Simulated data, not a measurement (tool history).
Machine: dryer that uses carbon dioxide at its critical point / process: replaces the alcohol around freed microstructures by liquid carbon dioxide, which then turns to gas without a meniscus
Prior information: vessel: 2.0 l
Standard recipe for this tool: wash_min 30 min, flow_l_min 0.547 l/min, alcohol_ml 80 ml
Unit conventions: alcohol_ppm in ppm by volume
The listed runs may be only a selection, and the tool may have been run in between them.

run,hour,wash_min,flow_l_min,alcohol_ml,alcohol_ppm
1,0,30,0.547,80,101
2,11.5,30,0.547,80,106
3,26.4,30,0.547,80,97
4,33.9,30,0.547,80,111
5,41.8,30,0.547,80,116
6,52.8,30,0.547,80,112
7,60,30,0.547,21,58
8,74.4,30,0.547,21,55
9,86.9,30,0.547,21,51
10,94.6,30,0.547,21,60
# hour 101.5: inlet filter changed
11,109.1,19,0.547,80,595
12,123.8,20,0.547,80,473
13,133.9,22,0.547,52,223
14,141.5,25,0.388,46,495
15,151.6,35,0.448,66,95
16,161.9,23,0.507,23,145
17,175.3,30,0.471,117,240
18,188,20,0.394,80,1704
19,196.9,20,0.394,80,1776
20,207.9,20,0.394,80,1750

Run 21 has not been measured yet. What should we expect?
21,217.4,33,0.769,108,?

alcohol_ppm: 44 ppm by volume
Were there no unlogged condition in the tool, this run, its random variation unchanged, would have produced alcohol_ppm 0 ppm by volume.
